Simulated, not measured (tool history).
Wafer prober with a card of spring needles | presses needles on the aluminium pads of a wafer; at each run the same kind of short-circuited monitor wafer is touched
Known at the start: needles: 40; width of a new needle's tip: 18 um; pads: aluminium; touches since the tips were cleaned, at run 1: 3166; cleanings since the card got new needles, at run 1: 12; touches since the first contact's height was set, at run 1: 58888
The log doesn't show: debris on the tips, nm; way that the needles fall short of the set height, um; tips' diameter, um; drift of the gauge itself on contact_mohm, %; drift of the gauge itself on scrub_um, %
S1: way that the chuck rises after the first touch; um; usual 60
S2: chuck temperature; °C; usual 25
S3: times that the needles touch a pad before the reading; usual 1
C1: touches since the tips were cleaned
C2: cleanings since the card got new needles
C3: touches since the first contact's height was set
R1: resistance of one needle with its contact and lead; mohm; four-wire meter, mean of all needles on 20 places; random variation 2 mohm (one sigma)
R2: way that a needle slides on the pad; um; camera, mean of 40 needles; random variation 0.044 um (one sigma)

run	day	S1	S2	S3	C1	C2	C3	R1	R2
1	0.000	60	25	1	3166	12	58888	407	9.68
# day 0.183: tips cleaned on abrasive film
# day 0.662: tips cleaned on abrasive film
# day 1.138: tips cleaned on abrasive film
2	1.142	60	25	1	36	15	71388	236	9.70
# day 1.562: tips cleaned on abrasive film
# day 2.012: tips cleaned on abrasive film
3	2.108	60	25	1	1063	17	81986	300	9.71
# day 2.458: tips cleaned on abrasive film
# day 2.929: tips cleaned on abrasive film
4	3.175	60	84	1	2736	19	93710	389	9.63
# day 3.354: tips cleaned on abrasive film
# day 3.825: tips cleaned on abrasive film
# day 4.246: tips cleaned on abrasive film
5	4.308	60	70	1	658	22	106106	293	9.68
# day 4.708: tips cleaned on abrasive film
6	4.912	60	70	1	2281	23	112776	372	9.62
# day 5.133: tips cleaned on abrasive film
# day 5.546: tips cleaned on abrasive film
7	5.671	56	44	2	1399	25	121078	306	9.04
# day 6.033: tips cleaned on abrasive film
8	6.204	56	44	2	1873	26	126907	316	9.02
# day 6.442: tips cleaned on abrasive film
# day 6.892: tips cleaned on abrasive film
9	7.088	54	25	1	2170	28	136596	432	8.53
# day 7.362: tips cleaned on abrasive film
# day 7.833: tips cleaned on abrasive film
10	7.921	59	103	1	992	30	145751	328	9.44
# day 8.246: tips cleaned on abrasive film
# day 8.662: tips cleaned on abrasive film
11	8.988	59	103	1	3612	32	157453	446	9.47
# day 9.150: tips cleaned on abrasive film
# day 9.583: tips cleaned on abrasive film
12	9.929	61	25	1	3825	34	167770	431	9.66

Forecast each of these 4 alternatives for the next run:
# day 10.029: tips cleaned on abrasive film
# day 10.479: tips cleaned on abrasive film
# day 10.896: tips cleaned on abrasive film
A	10.896	60	56	1	0	37	178337	?	?
# day 10.029: tips cleaned on abrasive film
# day 10.479: tips cleaned on abrasive film
# day 10.896: tips cleaned on abrasive film
B	10.896	47	25	1	0	37	178337	?	?
# day 10.029: tips cleaned on abrasive film
# day 10.479: tips cleaned on abrasive film
# day 10.896: tips cleaned on abrasive film
C	10.896	48	87	2	0	37	178337	?	?
# day 10.029: tips cleaned on abrasive film
# day 10.479: tips cleaned on abrasive film
# day 10.896: tips cleaned on abrasive film
D	10.896	61	111	2	0	37	178337	?	?

run	R1	R2
A	243	9.55
B	250	7.35
C	258	7.61
D	247	9.70
Without the tool's hidden state the same runs would have given:
run	R1	R2
A	224	9.85
B	219	7.65
C	240	7.91
D	236	10.00
